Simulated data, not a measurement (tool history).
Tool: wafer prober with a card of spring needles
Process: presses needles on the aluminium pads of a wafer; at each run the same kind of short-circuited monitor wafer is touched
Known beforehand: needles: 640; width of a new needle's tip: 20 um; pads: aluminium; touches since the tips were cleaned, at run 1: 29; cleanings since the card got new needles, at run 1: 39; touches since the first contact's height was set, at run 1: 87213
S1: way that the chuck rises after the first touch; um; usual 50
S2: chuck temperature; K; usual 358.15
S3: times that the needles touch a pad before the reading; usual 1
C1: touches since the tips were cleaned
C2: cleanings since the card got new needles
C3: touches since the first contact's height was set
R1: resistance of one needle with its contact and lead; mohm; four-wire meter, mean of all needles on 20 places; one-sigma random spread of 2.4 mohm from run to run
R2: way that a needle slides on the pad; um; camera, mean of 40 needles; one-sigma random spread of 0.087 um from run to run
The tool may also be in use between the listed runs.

Run 1, hour 0: usual settings; C1 29; C2 39; C3 87213. Result: R1 302 mohm, R2 8.46 um.
At hour 7.2: tips cleaned on abrasive film.
Run 2, hour 7.4: usual settings; C1 64; C2 40; C3 89320. Result: R1 299 mohm, R2 8.37 um.
At hour 13.9: tips cleaned on abrasive film.
Run 3, hour 16.4: usual settings; C1 705; C2 41; C3 91893. Result: R1 350 mohm, R2 8.66 um.
At hour 20.8: tips cleaned on abrasive film.
Run 4, hour 23.9: usual settings; C1 895; C2 42; C3 94044. Result: R1 367 mohm, R2 8.45 um.
At hour 27.8: tips cleaned on abrasive film.
Run 5, hour 30.5: usual settings; C1 780; C2 43; C3 95912. Result: R1 362 mohm, R2 8.5 um.
At hour 34.8: tips cleaned on abrasive film.
Run 6, hour 37.4: usual settings; C1 769; C2 44; C3 97897. Result: R1 364 mohm, R2 8.33 um.
At hour 41.5: tips cleaned on abrasive film.
Run 7, hour 41.9: usual settings; C1 117; C2 45; C3 99156. Result: R1 302 mohm, R2 8.35 um.
Run 8, hour 46.9: usual settings; C1 1578; C2 45; C3 100617. Result: R1 416 mohm, R2 8.41 um.
At hour 48.5: tips cleaned on abrasive film.
Run 9, hour 52: usual settings; C1 1000; C2 46; C3 102057. Result: R1 374 mohm, R2 8.36 um.
At hour 55.5: tips cleaned on abrasive film.
Run 10, hour 56.7: usual settings; C1 356; C2 47; C3 103407. Result: R1 328 mohm, R2 8.46 um.
At hour 62.2: tips cleaned on abrasive film.
Run 11, hour 67: usual settings; C1 1393; C2 48; C3 106343. Result: R1 398 mohm, R2 8.38 um.
At hour 69.3: tips cleaned on abrasive film.
Run 12, hour 74.1: usual settings; C1 1377; C2 49; C3 108374. Result: R1 401 mohm, R2 8.36 um.
At hour 76.1: tips cleaned on abrasive film.
Run 13, hour 79.7: usual settings; C1 1052; C2 50; C3 109973. Result: R1 389 mohm, R2 8.29 um.
At hour 82.8: tips cleaned on abrasive film.
Run 14, hour 88.8: usual settings; C1 1725; C2 51; C3 112566. Result: R1 430 mohm, R2 8.3 um.
At hour 89.8: tips cleaned on abrasive film.
Run 15, hour 94.5: usual settings; C1 1361; C2 52; C3 114176. Result: R1 407 mohm, R2 8.29 um.
At hour 96.4: tips cleaned on abrasive film.
Run 16, hour 102.8: usual settings; C1 1827; C2 53; C3 116551. Result: R1 428 mohm, R2 8.34 um.
At hour 103.8: tips cleaned on abrasive film.
At hour 110.5: tips cleaned on abrasive film.
Run 17, hour 112.4: usual settings but S1 45 um, S2 362.15 K; C1 559; C2 55; C3 119280. Result: R1 377 mohm, R2 7 um.
At hour 117.5: tips cleaned on abrasive film.
Run 18, hour 120.9: usual settings but S1 45 um, S2 391.15 K; C1 971; C2 56; C3 121710. Result: R1 416 mohm, R2 7.15 um.
At hour 124.3: tips cleaned on abrasive film.
Run 19, hour 130.2: usual settings but S1 45 um, S2 391.15 K; C1 1721; C2 57; C3 124384. Result: R1 474 mohm, R2 7.01 um.
At hour 131: tips cleaned on abrasive film.
At hour 131.3: height of the first contact set anew.
Run 20, hour 136.4: usual settings but S3 2; C1 1474; C2 58; C3 1474. Result: R1 374 mohm, R2 7.94 um.
At hour 138.4: tips cleaned on abrasive film.
At hour 145.5: tips cleaned on abrasive film.
Run 21, hour 145.9: usual settings but S2 385.15 K; C1 121; C2 60; C3 4159. Result: R1 321 mohm, R2 7.92 um.
At hour 152.3: tips cleaned on abrasive film.
Run 22, hour 155.3: usual settings but S2 385.15 K; C1 871; C2 61; C3 6841. Result: R1 398 mohm, R2 8.04 um.
At hour 159.4: tips cleaned on abrasive film.
Run 23, hour 160.7: usual settings but S1 32 um, S2 349.15 K; C1 375; C2 62; C3 8395. Result: R1 471 mohm, R2 4.35 um.
At hour 165.8: height of the first contact set anew, once more.
At hour 166.9: tips cleaned on abrasive film.
Run 24, hour 170.4: usual settings but S1 62 um, S2 304.15 K, S3 2; C1 992; C2 63; C3 1304. Result: R1 289 mohm, R2 11.5 um.
At hour 173.7: tips cleaned on abrasive film.
Run 25, hour 179: usual settings but S1 62 um, S2 304.15 K, S3 2; C1 1514; C2 64; C3 3763. Result: R1 308 mohm, R2 11.49 um.
At hour 180.9: tips cleaned on abrasive film.
At hour 187.7: tips cleaned on abrasive film.
Run 26, hour 189.3: usual settings but S1 49 um, S2 304.15 K, S3 2; C1 472; C2 66; C3 6700. Result: R1 299 mohm, R2 9.22 um.
At hour 194.7: tips cleaned on abrasive film.
Run 27, hour 194.7: usual settings but S1 49 um, S2 304.15 K, S3 2; C1 0; C2 67; C3 8234. Result: R1 271 mohm, R2 9.07 um.
At hour 202: tips cleaned on abrasive film.
Run 28, hour 202.5: usual settings but S1 49 um, S2 304.15 K, S3 2; C1 125; C2 68; C3 10456. Result: R1 279 mohm, R2 9.1 um.
At hour 208.9: tips cleaned on abrasive film.
Run 29, hour 209.4: usual settings but S1 43 um, S2 348.15 K, S3 2; C1 155; C2 69; C3 12430. Result: R1 304 mohm, R2 8.13 um.
At hour 216: tips cleaned on abrasive film.
Run 30, hour 216: usual settings but S1 43 um, S2 348.15 K, S3 2; C1 17; C2 70; C3 14317. Result: R1 294 mohm, R2 7.9 um.
At hour 223.2: tips cleaned on abrasive film.
Run 31, hour 223.2: usual settings but S1 43 um, S2 348.15 K, S3 2; C1 0; C2 71; C3 16366. Result: R1 295 mohm, R2 7.86 um.

Run 32 has not been measured yet. What should we expect?
Run 32, hour 228.3: usual settings but S1 43 um, S2 348.15 K, S3 2; C1 1487; C2 71; C3 17853. Result: R1 ?, R2 ?.

R1: 368 mohm
R2: 7.82 um
Had the tool carried no hidden state, the very same run would have given R1 276 mohm, R2 8.02 um.
